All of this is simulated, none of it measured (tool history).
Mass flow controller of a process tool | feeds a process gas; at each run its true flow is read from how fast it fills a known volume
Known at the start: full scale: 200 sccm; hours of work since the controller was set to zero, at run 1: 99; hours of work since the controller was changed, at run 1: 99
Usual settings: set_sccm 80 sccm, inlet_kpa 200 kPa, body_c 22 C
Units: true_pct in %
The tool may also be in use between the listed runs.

run    hour  set_sccm  inlet_kpa  body_c  hours of work since the controller was set to zero  hours of work since the controller was changed  true_pct
  1     0.0        80        200      22                                                  99                                              99     98.81
  2    94.8        80        200      22                                                 172                                             172     98.66
  3   229.8       144        200      22                                                 275                                             275     99.21
  4   369.0        80        200      22                                                 381                                             381     98.51
  5   447.6        80        178      22                                                 440                                             440     98.47
  6   583.6        80        226      22                                                 544                                             544     98.76
  7   664.8        80        200      22                                                 606                                             606     98.50
  8   757.0        80        142      22                                                 676                                             676     98.28
  9   840.1        80        142      22                                                 739                                             739     98.22
 10   926.6        80        142      22                                                 805                                             805     98.08
 11  1018.7        80        200      21                                                 875                                             875     98.40
 12  1133.3        80        200      21                                                 963                                             963     98.32
 13  1266.4        80        200      21                                                1064                                            1064     98.35
 14  1380.3        80        200      22                                                1151                                            1151     98.26
 15  1445.7        81        200      22                                                1201                                            1201     98.21
 16  1572.5        80        200      22                                                1297                                            1297     98.28
 17  1682.9        80        200      22                                                1381                                            1381     98.25
 18  1831.5        80        200      22                                                1494                                            1494     98.15
     1934.4  -- gauge calibrated
 19  1936.5        22        143      34                                                1574                                            1574     99.02
 20  2056.3       169        277      38                                                1666                                            1666    101.03
 21  2186.5       125        141      39                                                1765                                            1765    100.23
 22  2296.5       125        141      39                                                1849                                            1849    100.33
 23  2442.2        80        200      27                                                1959                                            1959     98.92
 24  2506.7       158        200      21                                                2009                                            2009     99.14
 25  2654.2        47        200      21                                                2121                                            2121     98.20
 26  2783.0       159        200      21                                                2219                                            2219     99.13
 27  2858.6        35        171      40                                                2277                                            2277     99.40
 28  2973.1        27        271      40                                                2364                                            2364     99.68
 29  3117.5        52        193      37                                                2474                                            2474     99.20
 30  3198.7        52        219      33                                                2536                                            2536     99.12
 31  3313.6       143        154      23                                                2623                                            2623     98.81
 32  3430.8        80        175      22                                                2712                                            2712     98.10
 33  3498.4        23        266      28                                                2764                                            2764     98.52
 34  3563.3        23        201      28                                                2813                                            2813     98.18

5 ways to go on from here, each from the tool as it stands after run 34. What would each give?
  A  3689.7        90        200      22                                                2910                                            2910         ?
  B  3689.7        80        200      38                                                2910                                            2910         ?
  C  3689.7       114        201      28                                                2910                                            2910         ?
  D  3689.7       146        152      32                                                2910                                            2910         ?
  E  3689.7        57        149      24                                                2910                                            2910         ?

run  true_pct
  A     98.39
  B     99.56
  C     99.01
  D     99.28
  E     98.00
Without the tool's hidden state the same runs would have given:
run  true_pct
  A     98.93
  B    100.11
  C     99.56
  D     99.83
  E     98.54
